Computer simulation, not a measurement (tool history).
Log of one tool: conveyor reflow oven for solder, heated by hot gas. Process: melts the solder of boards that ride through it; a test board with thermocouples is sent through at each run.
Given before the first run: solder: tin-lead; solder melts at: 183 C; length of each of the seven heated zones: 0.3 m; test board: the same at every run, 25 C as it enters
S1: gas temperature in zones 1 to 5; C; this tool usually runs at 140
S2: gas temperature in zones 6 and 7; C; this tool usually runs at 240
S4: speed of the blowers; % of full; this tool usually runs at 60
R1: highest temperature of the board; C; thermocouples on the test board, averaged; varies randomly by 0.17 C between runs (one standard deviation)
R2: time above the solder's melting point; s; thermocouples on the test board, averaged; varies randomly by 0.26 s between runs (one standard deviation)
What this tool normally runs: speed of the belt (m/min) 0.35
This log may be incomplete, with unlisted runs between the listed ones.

Run 1, hour 0: usual settings. Result: R1 218.2 C, R2 78.7 s.
Run 2, hour 33.2: usual settings. Result: R1 218.1 C, R2 78 s.
Run 3, hour 80.6: usual settings. Result: R1 218.4 C, R2 78.2 s.
Run 4, hour 118.9: usual settings. Result: R1 218.4 C, R2 78 s.
At hour 130.7: flux residue cleaned out of gas plates and filters.
Run 5, hour 185.8: usual settings but S1 154 C. Result: R1 221.3 C, R2 88.7 s.
Run 6, hour 245: usual settings but S1 154 C. Result: R1 221.6 C, R2 88.6 s.
At hour 295.8: thermocouples of zones 6 and 7 changed.
Run 7, hour 322.6: usual settings but S1 131 C. Result: R1 216.3 C, R2 71.7 s.
Run 8, hour 396.3: usual settings but S4 54 % of full. Result: R1 216.1 C, R2 74.9 s.
Run 9, hour 450.8: usual settings but S4 54 % of full. Result: R1 216 C, R2 74.9 s.
At hour 502.3: flux residue cleaned out of gas plates and filters.
Run 10, hour 510.4: usual settings but S4 54 % of full. Result: R1 216.2 C, R2 75.8 s.
Run 11, hour 580.4: usual settings but S4 54 % of full. Result: R1 216.1 C, R2 75.2 s.
Run 12, hour 632.1: usual settings. Result: R1 218.6 C, R2 78.2 s.
Run 13, hour 708.6: usual settings but S4 75 % of full. Result: R1 222.9 C, R2 83.7 s.
Run 14, hour 772.5: usual settings but S2 228 C. Result: R1 208.4 C, R2 66 s.
Run 15, hour 815.2: usual settings but S2 228 C. Result: R1 208.3 C, R2 66.1 s.
Run 16, hour 849.1: usual settings but S1 142 C. Result: R1 218.7 C, R2 80 s.
At hour 864.3: belt drive overhauled, speed set with a stopwatch.
At hour 873.7: flux residue cleaned out of gas plates and filters.
Run 17, hour 910.1: usual settings but S4 62 % of full. Result: R1 219.3 C, R2 79.1 s.
Run 18, hour 985.1: usual settings but S2 247 C, speed of the belt (m/min) 0.363, S4 88 % of full. Result: R1 230.9 C, R2 86.4 s.
Run 19, hour 1029.8: usual settings but S2 247 C, speed of the belt (m/min) 0.363, S4 88 % of full. Result: R1 230.9 C, R2 86.3 s.
Run 20, hour 1079.9: usual settings but S2 247 C, speed of the belt (m/min) 0.363, S4 88 % of full. Result: R1 230.7 C, R2 86.6 s.
Run 21, hour 1140.9: usual settings but S1 142 C, S2 247 C, speed of the belt (m/min) 0.363, S4 52 % of full. Result: R1 219.9 C, R2 77.2 s.
Run 22, hour 1179.8: usual settings but S1 151 C, S2 235 C, speed of the belt (m/min) 0.363, S4 82 % of full. Result: R1 220.8 C, R2 84.5 s.
Run 23, hour 1220: usual settings but S1 151 C, S2 235 C, speed of the belt (m/min) 0.363, S4 82 % of full. Result: R1 221.1 C, R2 84.1 s.
At hour 1241.5: flux residue cleaned out of gas plates and filters.
Run 24, hour 1261: usual settings but S2 241 C. Result: R1 219.4 C, R2 79 s.
Run 25, hour 1312.3: usual settings but S2 238 C, speed of the belt (m/min) 0.29, S4 52 % of full. Result: R1 220.5 C, R2 97.6 s.
Run 26, hour 1380.1: usual settings but S1 151 C, S2 246 C, speed of the belt (m/min) 0.377, S4 58 % of full. Result: R1 222.4 C, R2 81.4 s.
Run 27, hour 1417.5: usual settings but S1 151 C, S2 246 C, speed of the belt (m/min) 0.377, S4 58 % of full. Result: R1 222.5 C, R2 81.3 s.
Run 28, hour 1450.8: usual settings but S1 152 C, S2 230 C, speed of the belt (m/min) 0.313, S4 75 % of full. Result: R1 219.2 C, R2 97.8 s.
Run 29, hour 1492.5: usual settings but S1 136 C, S2 241 C, speed of the belt (m/min) 0.311. Result: R1 222.6 C, R2 91.5 s.
Run 30, hour 1548.6: usual settings but S2 229 C. Result: R1 208.6 C, R2 66.8 s.

Forecast run 31:
At hour 1610.7: flux residue cleaned out of gas plates and filters.
Run 31, hour 1612.8: usual settings but S2 229 C. Result: R1 ?, R2 ?.

{"run 31": {"R1": 209.4, "R2": 67.2}}
Take away the tool's hidden state, keep the run-to-run variation as it was, and the same run would have given R1 209.5 C, R2 67.2 s.

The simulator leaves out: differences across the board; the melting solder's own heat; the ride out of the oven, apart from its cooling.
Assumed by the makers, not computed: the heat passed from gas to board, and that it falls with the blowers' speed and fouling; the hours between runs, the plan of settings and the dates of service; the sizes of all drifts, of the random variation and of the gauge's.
